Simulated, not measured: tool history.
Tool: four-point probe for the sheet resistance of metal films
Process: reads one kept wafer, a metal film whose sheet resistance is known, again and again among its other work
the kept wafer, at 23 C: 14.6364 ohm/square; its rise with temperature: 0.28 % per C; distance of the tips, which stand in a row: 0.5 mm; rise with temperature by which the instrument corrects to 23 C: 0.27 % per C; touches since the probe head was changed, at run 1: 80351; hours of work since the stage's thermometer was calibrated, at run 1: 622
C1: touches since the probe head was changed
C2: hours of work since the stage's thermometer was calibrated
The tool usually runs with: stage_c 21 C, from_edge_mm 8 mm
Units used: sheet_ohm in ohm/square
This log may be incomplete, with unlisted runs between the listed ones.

run 1 hour=0 | stage_c=21 from_edge_mm=8 | C1=80351 C2=622 | sheet_ohm=14.517927
run 2 hour=30.3 | stage_c=21 from_edge_mm=8 | C1=81367 C2=636 | sheet_ohm=14.514567
run 3 hour=73.4 | stage_c=30 from_edge_mm=8 | C1=82810 C2=655 | sheet_ohm=14.518671
run 4 hour=134.4 | stage_c=30 from_edge_mm=8 | C1=84855 C2=683 | sheet_ohm=14.516538
run 5 hour=176.8 | stage_c=30 from_edge_mm=20 | C1=86274 C2=702 | sheet_ohm=14.48825
run 6 hour=208.3 | stage_c=30 from_edge_mm=20 | C1=87331 C2=717 | sheet_ohm=14.492218
run 7 hour=243 | stage_c=21 from_edge_mm=32 | C1=88491 C2=732 | sheet_ohm=14.477867
run 8 hour=302.9 | stage_c=21 from_edge_mm=32 | C1=90498 C2=760 | sheet_ohm=14.483156
run 9 hour=358.9 | stage_c=21 from_edge_mm=32 | C1=92376 C2=785 | sheet_ohm=14.475131
run 10 hour=394.4 | stage_c=19 from_edge_mm=4 | C1=93565 C2=801 | sheet_ohm=14.584462
run 11 hour=426.7 | stage_c=29 from_edge_mm=8 | C1=94645 C2=816 | sheet_ohm=14.503258
run 12 hour=480.7 | stage_c=33 from_edge_mm=13 | C1=96455 C2=840 | sheet_ohm=14.490875
run 13 hour=506.8 | stage_c=20 from_edge_mm=4 | C1=97330 C2=852 | sheet_ohm=14.584088
run 14 hour=549.7 | stage_c=23 from_edge_mm=56 | C1=98768 C2=872 | sheet_ohm=14.462225
run 15 hour=604 | stage_c=23 from_edge_mm=56 | C1=100589 C2=896 | sheet_ohm=14.4635
run 16 hour=638.7 | stage_c=23 from_edge_mm=56 | C1=101750 C2=912 | sheet_ohm=14.463074
run 17 hour=681.2 | stage_c=34 from_edge_mm=8 | C1=103172 C2=931 | sheet_ohm=14.501674
run 18 hour=733.9 | stage_c=34 from_edge_mm=5 | C1=104940 C2=955 | sheet_ohm=14.546612

Forecast each of these 5 alternatives for the next run:
run A hour=775.9 | stage_c=18 from_edge_mm=69 | C1=106347 C2=975 | sheet_ohm=?
run B hour=775.9 | stage_c=21 from_edge_mm=45 | C1=106347 C2=975 | sheet_ohm=?
run C hour=775.9 | stage_c=24 from_edge_mm=53 | C1=106347 C2=975 | sheet_ohm=?
run D hour=775.9 | stage_c=34 from_edge_mm=5 | C1=106347 C2=975 | sheet_ohm=?
run E hour=775.9 | stage_c=30 from_edge_mm=16 | C1=106347 C2=975 | sheet_ohm=?

run=A sheet_ohm=14.45243
run=B sheet_ohm=14.457229
run=C sheet_ohm=14.458035
run=D sheet_ohm=14.545277
run=E sheet_ohm=14.470361
Without the tool's unlogged condition, the same runs would have read:
run=A sheet_ohm=14.631784
run=B sheet_ohm=14.636719
run=C sheet_ohm=14.637611
run=D sheet_ohm=14.726105
run=E sheet_ohm=14.650231

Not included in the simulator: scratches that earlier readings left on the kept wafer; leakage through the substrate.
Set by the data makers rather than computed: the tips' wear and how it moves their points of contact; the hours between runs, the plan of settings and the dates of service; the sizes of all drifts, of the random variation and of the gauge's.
